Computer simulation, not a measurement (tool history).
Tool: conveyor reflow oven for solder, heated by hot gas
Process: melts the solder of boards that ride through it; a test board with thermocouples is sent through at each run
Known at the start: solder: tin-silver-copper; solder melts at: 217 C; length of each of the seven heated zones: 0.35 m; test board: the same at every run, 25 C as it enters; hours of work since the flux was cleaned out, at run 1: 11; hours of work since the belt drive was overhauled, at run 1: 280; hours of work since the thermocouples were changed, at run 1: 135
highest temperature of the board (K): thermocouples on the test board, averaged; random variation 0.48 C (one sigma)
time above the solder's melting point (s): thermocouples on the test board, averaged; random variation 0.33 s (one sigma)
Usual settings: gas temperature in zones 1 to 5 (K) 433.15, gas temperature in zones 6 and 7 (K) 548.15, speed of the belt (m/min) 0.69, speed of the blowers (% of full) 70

run   hour  gas temperature in zones 1 to 5 (K)  gas temperature in zones 6 and 7 (K)  speed of the belt (m/min)  speed of the blowers (% of full)  hours of work since the flux was cleaned out  hours of work since the belt drive was overhauled  hours of work since the thermocouples were changed  highest temperature of the board (K)  time above the solder's melting point (s)
  1      0                               433.15                                548.15                       0.69                                70                                            11                                                280                                                 135                                535.05                                       48.3
  2   11.9                               433.15                                548.15                       0.69                                70                                            17                                                287                                                 141                                534.75                                       47.3
  3   20.4                               433.15                                548.15                       0.69                                70                                            22                                                291                                                 146                                534.05                                       48.5
  4   29.7                               433.15                                548.15                       0.69                                70                                            27                                                296                                                 151                                533.35                                         48
  5   42.4                               433.15                                548.15                      0.639                                70                                            34                                                303                                                 158                                535.95                                       53.4
  6   54.6                               433.15                                548.15                      0.639                                70                                            41                                                310                                                 164                                536.45                                         53
  7   61.5                               433.15                                548.15                       0.69                                70                                            45                                                314                                                 168                                533.75                                       47.6
  8   71.9                               433.15                                548.15                       0.69                                70                                            50                                                319                                                 174                                534.35                                         48
  9   82.8                               433.15                                540.15                       0.69                                70                                            56                                                325                                                 180                                526.25                                       43.8
 10   94.3                               433.15                                540.15                       0.69                                70                                            63                                                332                                                 186                                527.15                                       43.9
      99.4  -- belt drive overhauled, speed set with a stopwatch
 11  106.2                               433.15                                540.15                       0.69                                70                                            67                                                  4                                                 191                                526.45                                       43.6
 12  118.8                               433.15                                548.15                       0.69                                67                                            74                                                 11                                                 197                                533.95                                         47
 13  124.7                               433.15                                548.15                       0.69                                67                                            77                                                 14                                                 201                                533.85                                       47.9
 14  131.1                               436.15                                561.15                       0.69                                71                                            81                                                 17                                                 204                                546.85                                       53.3

Forecast run 15:
     140.2  -- belt drive overhauled, speed set with a stopwatch, once more
 15  145.1                               432.15                                545.15                      0.713                                75                                            86                                                  3                                                 210                                     ?                                          ?

highest temperature of the board (K): 530.05
time above the solder's melting point (s): 44.2
Without the tool's hidden state the same run would have given highest temperature of the board (K) 531.75, time above the solder's melting point (s) 45.
